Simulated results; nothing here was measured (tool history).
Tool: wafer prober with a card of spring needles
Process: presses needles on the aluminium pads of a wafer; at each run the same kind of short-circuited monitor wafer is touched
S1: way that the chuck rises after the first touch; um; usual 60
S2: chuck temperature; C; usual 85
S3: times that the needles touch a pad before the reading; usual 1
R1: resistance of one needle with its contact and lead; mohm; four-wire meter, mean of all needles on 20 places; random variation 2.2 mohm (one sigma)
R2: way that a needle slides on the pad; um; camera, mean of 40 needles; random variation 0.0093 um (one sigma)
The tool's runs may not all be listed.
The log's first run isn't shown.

| run | day | S1 | S2 | S3 | R1 | R2 |
|---|---|---|---|---|---|---|
| 2 | 0.596 | 60 | 85 | 1 | 332 | 9.261 |
| 3 | 1.412 | 60 | 85 | 1 | 371 | 9.27 |
|  | 1.467 | tips cleaned on abrasive film |
| 4 | 2.017 | 42 | 85 | 1 | 409 | 6.464 |
| 5 | 2.679 | 60 | 77 | 1 | 364 | 9.244 |
|  | 3.088 | tips cleaned on abrasive film |
| 6 | 3.408 | 60 | 85 | 1 | 298 | 9.251 |
| 7 | 4.192 | 60 | 85 | 1 | 356 | 9.251 |
| 8 | 4.571 | 63 | 85 | 1 | 362 | 9.714 |
|  | 4.7 | tips cleaned on abrasive film |
| 9 | 5.008 | 60 | 85 | 2 | 275 | 9.238 |
| 10 | 5.4 | 60 | 85 | 1 | 334 | 9.216 |
| 11 | 5.829 | 60 | 85 | 1 | 356 | 9.219 |
|  | 6.308 | tips cleaned on abrasive film |
| 12 | 6.604 | 60 | 85 | 1 | 298 | 9.23 |
| 13 | 7.242 | 60 | 85 | 1 | 354 | 9.223 |
| 14 | 7.633 | 60 | 85 | 1 | 367 | 9.218 |
|  | 7.892 | tips cleaned on abrasive film |
| 15 | 8.521 | 60 | 85 | 1 | 331 | 9.211 |
| 16 | 9.396 | 60 | 85 | 1 | 382 | 9.206 |
|  | 9.479 | tips cleaned on abrasive film |
| 17 | 10.242 | 60 | 85 | 1 | 344 | 9.188 |
| 18 | 10.971 | 60 | 85 | 1 | 377 | 9.19 |
|  | 11.108 | tips cleaned on abrasive film |
| 19 | 11.496 | 60 | 85 | 1 | 314 | 9.172 |
| 20 | 12.054 | 76 | 45 | 1 | 308 | 11.67 |
| 21 | 12.517 | 76 | 45 | 1 | 321 | 11.671 |
|  | 12.688 | tips cleaned on abrasive film |
| 22 | 13.317 | 68 | 28 | 2 | 279 | 10.401 |
| 23 | 13.917 | 45 | 62 | 2 | 376 | 6.845 |
|  | 14.271 | tips cleaned on abrasive film |
| 24 | 14.771 | 56 | 27 | 2 | 286 | 8.536 |
| 25 | 15.596 | 43 | 85 | 2 | 400 | 6.521 |
|  | 15.888 | tips cleaned on abrasive film |
| 26 | 16.054 | 77 | 25 | 2 | 240 | 11.787 |

Forecast run 27:
| 27 | 16.767 | 77 | 25 | 2 | ? | ? |

R1: 271 mohm
R2: 11.777 um
Without the tool's hidden state the same run would have given R1 226 mohm, R2 11.956 um.

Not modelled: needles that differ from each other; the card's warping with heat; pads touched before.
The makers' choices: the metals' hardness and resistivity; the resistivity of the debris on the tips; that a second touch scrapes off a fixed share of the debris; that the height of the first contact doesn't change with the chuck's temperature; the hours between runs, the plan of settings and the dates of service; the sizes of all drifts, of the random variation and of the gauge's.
